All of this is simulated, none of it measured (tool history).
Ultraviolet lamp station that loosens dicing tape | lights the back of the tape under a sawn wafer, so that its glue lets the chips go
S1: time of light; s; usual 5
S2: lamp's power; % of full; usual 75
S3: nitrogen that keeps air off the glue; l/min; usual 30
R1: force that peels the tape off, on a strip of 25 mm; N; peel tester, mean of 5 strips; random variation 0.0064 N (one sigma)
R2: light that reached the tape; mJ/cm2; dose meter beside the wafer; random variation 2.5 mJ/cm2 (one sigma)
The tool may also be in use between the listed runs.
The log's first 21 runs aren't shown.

run	hour	S1	S2	S3	R1	R2
22	165.1	5	62	30	0.421	201
# hour 172.7: window cleaned of glue's vapour, once more
23	174.4	9	98	58	0.112	683
24	183.3	2	78	16	1.552	122
25	190.1	2	78	16	1.478	124
26	197.2	5	78	14	0.367	302
27	204.6	5	85	14	0.313	327
28	212.5	5	69	30	0.255	262
29	220.2	5	62	30	0.328	234
30	227.2	5	62	30	0.316	233
31	234.7	5	62	39	0.263	236
32	239.5	6	78	45	0.135	351
33	245	5	78	45	0.151	290
34	251.6	2	76	27	1.177	114
35	261	7	75	9	0.308	387
36	271.7	7	75	9	0.317	383
37	277	7	75	9	0.329	387
38	286.6	7	67	30	0.144	340
39	297.5	9	95	30	0.115	629
40	307.5	9	95	30	0.114	620
41	315.7	9	95	30	0.105	620

Forecast each of these 4 alternatives for the next run:
A	324.8	7	99	11	?	?
B	324.8	7	60	53	?	?
C	324.8	8	75	30	?	?
D	324.8	7	70	15	?	?

run	R1	R2
A	0.157	501
B	0.149	298
C	0.13	434
D	0.249	355
Without the tool's hidden state the same runs would have given:
run	R1	R2
A	0.135	556
B	0.134	331
C	0.122	481
D	0.204	394

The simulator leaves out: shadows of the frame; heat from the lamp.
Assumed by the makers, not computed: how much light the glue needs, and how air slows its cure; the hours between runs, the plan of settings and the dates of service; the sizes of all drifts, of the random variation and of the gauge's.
